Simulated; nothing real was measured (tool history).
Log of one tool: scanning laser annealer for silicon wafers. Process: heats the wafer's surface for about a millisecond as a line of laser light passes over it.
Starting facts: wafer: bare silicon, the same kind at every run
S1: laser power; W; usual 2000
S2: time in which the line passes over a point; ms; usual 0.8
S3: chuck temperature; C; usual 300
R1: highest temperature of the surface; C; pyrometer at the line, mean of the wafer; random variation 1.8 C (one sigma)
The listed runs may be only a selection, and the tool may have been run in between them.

run   hour    S1     S2   S3    R1
  1      0  2000    0.8  300   967
  2    5.9  1795    0.8  300   896
  3   11.7  1975    0.8  300   955
  4   20.4  1975    0.8  300   958
  5   31.8  2000  0.874  300   995
  6   38.5  2000  0.874  300   999
  7   47.5  2000  0.874  300   998
  8   60.1  2000    0.8  300   965
  9   69.6  2000    0.8  300   963
 10   76.7  2000    0.8  300   962
 11     87  2000    0.8  300   962
 12   95.1  2000    0.8  300   963
        98  -- window over the wafer cleaned
 13  106.1  2000    0.8  300   997
 14    113  2000    0.8  300   999
     118.5  -- optics aligned, line set to its width
 15    125  2000    0.8  300   994
 16  135.1  2000    0.8  300   994
     144.6  -- optics aligned, line set to its width, once more
 17  152.2  2000    0.8  300  1008
 18  160.5  2103    0.8  300  1046
 19  170.5  2103    0.8  300  1045
 20  178.5  2000    0.8  284   989
 21  184.7  1751  0.854  310   944
 22  196.1  1751  0.854  310   945
 23  204.9  2117  0.852  334  1107
 24  213.3  2117  0.852  334  1105
 25  225.7  1838   0.97  305  1018
 26  236.6  2058  0.759  305  1010
 27  243.2  1726  0.777  303   899
 28  252.8  2000  0.639  311   933
 29    265  1878  0.619  335   906
 30  275.6  2000  0.595  331   930
 31  284.9  2136    0.8  300  1050
 32    294  2000  0.889  300  1039
 33  301.7  2129    0.8  300  1045
 34  309.4  1851  0.564  300   836
 35  318.9  1834    0.8  327   966
 36  326.9  2090  0.912  297  1081
 37  337.1  1781  0.891  263   919
 38  349.5  1781  0.891  263   920
 39  361.5  2000  0.877  266  1001
 40  366.8  2000  0.853  291  1013

5 ways to go on from here, each from the tool as it stands after run 40. What would each give?
  A  379.5  2003  0.628  267   ?
  B  379.5  1910  0.705  313   ?
  C  379.5  2000  0.853  265   ?
  D  379.5  1978    0.8  302   ?
  E  379.5  2000  0.827  331   ?

run    R1
  A   885
  B   935
  C   990
  D   991
  E  1042
Take away the tool's hidden state, keep each run's random variation, and the runs would have read:
run    R1
  A   893
  B   943
  C  1000
  D  1000
  E  1052
